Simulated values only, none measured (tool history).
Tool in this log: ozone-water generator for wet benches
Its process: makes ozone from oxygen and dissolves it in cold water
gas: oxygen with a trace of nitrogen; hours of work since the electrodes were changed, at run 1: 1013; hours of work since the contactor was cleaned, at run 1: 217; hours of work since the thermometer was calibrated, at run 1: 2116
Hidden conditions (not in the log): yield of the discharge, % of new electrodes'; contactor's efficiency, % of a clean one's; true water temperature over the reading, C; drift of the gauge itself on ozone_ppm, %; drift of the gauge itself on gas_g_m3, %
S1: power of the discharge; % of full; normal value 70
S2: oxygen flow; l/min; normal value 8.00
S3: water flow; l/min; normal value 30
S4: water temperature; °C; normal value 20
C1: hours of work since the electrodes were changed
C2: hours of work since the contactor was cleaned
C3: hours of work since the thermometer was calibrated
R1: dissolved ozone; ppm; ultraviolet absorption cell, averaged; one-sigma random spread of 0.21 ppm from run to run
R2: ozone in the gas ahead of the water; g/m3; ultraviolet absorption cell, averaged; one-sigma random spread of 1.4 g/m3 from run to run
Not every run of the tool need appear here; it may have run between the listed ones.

Run 1, hour 0.0: usual settings; C1 1013; C2 217; C3 2116. Result: R1 31.6 ppm, R2 267.9 g/m3.
Run 2, hour 20.0: usual settings; C1 1033; C2 237; C3 2135. Result: R1 31.3 ppm, R2 264.0 g/m3.
Run 3, hour 39.0: usual settings; C1 1052; C2 256; C3 2154. Result: R1 31.2 ppm, R2 264.6 g/m3.
Run 4, hour 60.4: usual settings; C1 1073; C2 277; C3 2176. Result: R1 31.0 ppm, R2 265.9 g/m3.
Run 5, hour 75.3: usual settings; C1 1088; C2 292; C3 2190. Result: R1 31.1 ppm, R2 268.4 g/m3.
Run 6, hour 102.0: usual settings but S1 65 % of full; C1 1115; C2 319; C3 2217. Result: R1 29.5 ppm, R2 251.7 g/m3.
Run 7, hour 124.5: usual settings but S1 65 % of full; C1 1137; C2 341; C3 2239. Result: R1 29.1 ppm, R2 254.2 g/m3.
Run 8, hour 140.6: usual settings but S2 6.74 l/min; C1 1153; C2 357; C3 2255. Result: R1 30.6 ppm, R2 289.9 g/m3.
Run 9, hour 173.5: usual settings but S2 6.74 l/min; C1 1186; C2 390; C3 2288. Result: R1 30.6 ppm, R2 290.5 g/m3.
Run 10, hour 196.8: usual settings but S2 6.74 l/min; C1 1209; C2 413; C3 2311. Result: R1 30.5 ppm, R2 291.1 g/m3.
Run 11, hour 219.4: usual settings but S2 6.74 l/min; C1 1232; C2 435; C3 2334. Result: R1 31.0 ppm, R2 290.9 g/m3.
Run 12, hour 237.0: usual settings but S2 6.74 l/min; C1 1249; C2 453; C3 2351. Result: R1 30.6 ppm, R2 293.5 g/m3.
Run 13, hour 258.9: usual settings but S2 6.74 l/min, S3 48 l/min; C1 1271; C2 475; C3 2373. Result: R1 21.5 ppm, R2 291.2 g/m3.
Run 14, hour 272.4: usual settings but S2 6.74 l/min, S3 48 l/min; C1 1284; C2 488; C3 2386. Result: R1 21.4 ppm, R2 288.9 g/m3.
Run 15, hour 286.9: usual settings but S3 20 l/min; C1 1299; C2 502; C3 2401. Result: R1 39.5 ppm, R2 270.0 g/m3.
Run 16, hour 316.5: usual settings but S3 37 l/min; C1 1328; C2 532; C3 2430. Result: R1 26.8 ppm, R2 268.4 g/m3.
Run 17, hour 342.2: usual settings but S3 37 l/min; C1 1354; C2 558; C3 2456. Result: R1 27.1 ppm, R2 271.1 g/m3.
Run 18, hour 365.3: usual settings but S3 37 l/min; C1 1376; C2 580; C3 2479. Result: R1 27.0 ppm, R2 267.9 g/m3.
Run 19, hour 394.1: usual settings but S3 37 l/min; C1 1405; C2 609; C3 2507. Result: R1 26.8 ppm, R2 268.0 g/m3.
Run 20, hour 415.2: usual settings but S2 6.95 l/min, S3 37 l/min, S4 14 °C; C1 1426; C2 630; C3 2528. Result: R1 28.2 ppm, R2 286.3 g/m3.
Run 21, hour 436.8: usual settings but S1 59 % of full, S2 6.95 l/min, S3 19 l/min, S4 14 °C; C1 1448; C2 652; C3 2550. Result: R1 39.7 ppm, R2 251.6 g/m3.
Run 22, hour 461.3: usual settings but S1 41 % of full, S2 4.04 l/min, S3 27 l/min; C1 1472; C2 676; C3 2574. Result: R1 19.6 ppm, R2 238.1 g/m3.
Run 23, hour 476.3: usual settings but S1 93 % of full, S4 25 °C; C1 1487; C2 691; C3 2589. Result: R1 36.2 ppm, R2 340.9 g/m3.
Run 24, hour 501.2: usual settings but S1 85 % of full, S2 5.83 l/min; C1 1512; C2 716; C3 2614. Result: R1 34.9 ppm, R2 363.4 g/m3.
Run 25, hour 529.9: usual settings but S1 85 % of full, S2 5.83 l/min, S4 16 °C; C1 1540; C2 744; C3 2642. Result: R1 36.9 ppm, R2 364.6 g/m3.
Run 26, hour 547.8: usual settings but S1 54 % of full, S2 12.62 l/min, S3 34 l/min, S4 23 °C; C1 1558; C2 762; C3 2660. Result: R1 22.8 ppm, R2 182.2 g/m3.
Run 27, hour 568.6: usual settings but S2 4.93 l/min, S3 26 l/min, S4 26 °C; C1 1579; C2 782; C3 2681. Result: R1 30.0 ppm, R2 338.2 g/m3.
Run 28, hour 598.0: usual settings but S2 4.93 l/min, S3 26 l/min, S4 26 °C; C1 1608; C2 812; C3 2710. Result: R1 29.7 ppm, R2 338.4 g/m3.
Run 29, hour 621.6: usual settings but S1 47 % of full, S2 4.93 l/min, S3 33 l/min, S4 13 °C; C1 1631; C2 835; C3 2733. Result: R1 21.0 ppm, R2 245.6 g/m3.
Run 30, hour 637.0: usual settings but S1 75 % of full, S2 4.93 l/min, S3 33 l/min, S4 15 °C; C1 1647; C2 850; C3 2749. Result: R1 29.6 ppm, R2 358.2 g/m3.
Run 31, hour 660.4: usual settings but S1 75 % of full, S2 4.93 l/min, S3 33 l/min, S4 15 °C; C1 1670; C2 874; C3 2772. Result: R1 29.8 ppm, R2 355.2 g/m3.
Run 32, hour 686.2: usual settings but S1 52 % of full, S2 4.93 l/min, S3 27 l/min, S4 26 °C; C1 1695; C2 899; C3 2798. Result: R1 22.9 ppm, R2 264.9 g/m3.

Hidden state or all else? Some run-to-run changes of R2, split into what the settings, what came in and random variation would give without the hidden state, and what is left for the hidden state (with any gauge scatter that isn't in both results):
Run 25 -> 26: S1 85 -> 54, S2 5.83 -> 12.62, S3 30 -> 34, S4 16 -> 23. R2 -182.4 g/m3: hidden state -3.2, all else -179.2.
Run 26 -> 27: S1 54 -> 70, S2 12.62 -> 4.93, S3 34 -> 26, S4 23 -> 26. R2 +156.0 g/m3: hidden state +3.2, all else +152.8.
Run 29 -> 30: S1 47 -> 75, S4 13 -> 15. R2 +112.6 g/m3: hidden state +2.6, all else +110.0.
